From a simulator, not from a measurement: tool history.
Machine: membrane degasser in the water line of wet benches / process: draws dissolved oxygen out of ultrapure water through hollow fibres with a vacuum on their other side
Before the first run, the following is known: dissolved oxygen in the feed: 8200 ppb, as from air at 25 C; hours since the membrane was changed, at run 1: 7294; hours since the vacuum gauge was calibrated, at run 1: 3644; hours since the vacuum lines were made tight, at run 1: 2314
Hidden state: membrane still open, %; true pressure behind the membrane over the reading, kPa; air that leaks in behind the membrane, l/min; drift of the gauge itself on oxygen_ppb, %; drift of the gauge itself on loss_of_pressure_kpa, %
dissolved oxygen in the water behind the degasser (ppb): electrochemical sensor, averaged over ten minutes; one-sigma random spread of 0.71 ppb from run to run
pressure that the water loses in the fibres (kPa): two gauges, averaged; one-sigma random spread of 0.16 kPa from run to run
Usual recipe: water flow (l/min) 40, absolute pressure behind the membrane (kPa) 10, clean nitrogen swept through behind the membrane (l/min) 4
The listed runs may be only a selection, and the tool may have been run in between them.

| run | day | water flow (l/min) | absolute pressure behind the membrane (kPa) | clean nitrogen swept through behind the membrane (l/min) | hours since the membrane was changed | hours since the vacuum gauge was calibrated | hours since the vacuum lines were made tight | dissolved oxygen in the water behind the degasser (ppb) | pressure that the water loses in the fibres (kPa) |
|---|---|---|---|---|---|---|---|---|---|
| 1 | 0 | 40 | 10 | 4 | 7294 | 3644 | 2314 | 167.1 | 32.98 |
| 2 | 10.092 | 40 | 10 | 4 | 7536 | 3886 | 2556 | 168 | 32.97 |
| 3 | 20.95 | 40 | 10 | 4 | 7797 | 4147 | 2817 | 167.9 | 33.08 |
| 4 | 29.962 | 40 | 10 | 4 | 8013 | 4363 | 3033 | 167.3 | 33.17 |
| 5 | 35.154 | 40 | 10 | 4 | 8138 | 4488 | 3158 | 167.3 | 32.92 |
| 6 | 46.304 | 40 | 10 | 4 | 8406 | 4756 | 3426 | 166.5 | 32.98 |
| 7 | 56.062 | 40 | 10 | 4 | 8640 | 4990 | 3660 | 167 | 33.29 |
| 8 | 60.908 | 40 | 10 | 4 | 8756 | 5106 | 3776 | 167.7 | 33.04 |
| 9 | 69.179 | 40 | 10 | 4 | 8955 | 5305 | 3975 | 166.8 | 33.05 |
| 10 | 75.838 | 40 | 10 | 4 | 9114 | 5464 | 4134 | 167.4 | 33.05 |
| 11 | 85.554 | 46 | 10 | 4 | 9348 | 5698 | 4368 | 198 | 37.95 |
| 12 | 91.904 | 46 | 10 | 4 | 9500 | 5850 | 4520 | 198.2 | 37.92 |
| 13 | 98.65 | 46 | 10 | 4 | 9662 | 6012 | 4682 | 197.8 | 37.91 |
| 14 | 103.504 | 46 | 10 | 4 | 9778 | 6128 | 4798 | 198.4 | 37.89 |
| 15 | 110.058 | 40 | 10 | 4 | 9936 | 6286 | 4956 | 166.9 | 33.07 |
| 16 | 116.492 | 40 | 10 | 4 | 10090 | 6440 | 5110 | 167.4 | 32.6 |
|  | 119.908 | vacuum gauge calibrated |
| 17 | 123.308 | 40 | 13.7 | 8.39 | 10253 | 82 | 5273 | 129.5 | 33.16 |
| 18 | 128.788 | 40 | 13.7 | 8.39 | 10385 | 213 | 5405 | 129.6 | 33.46 |

What will run 19 give?
| 19 | 133.633 | 26 | 7.9 | 2.67 | 10501 | 329 | 5521 | ? | ? |

Run 19 produced dissolved oxygen in the water behind the degasser (ppb) 107.8, pressure that the water loses in the fibres (kPa) 21.2.
With the hidden condition absent and the run-to-run variation left alone, this run would have shown dissolved oxygen in the water behind the degasser (ppb) 107.8, pressure that the water loses in the fibres (kPa) 21.19.
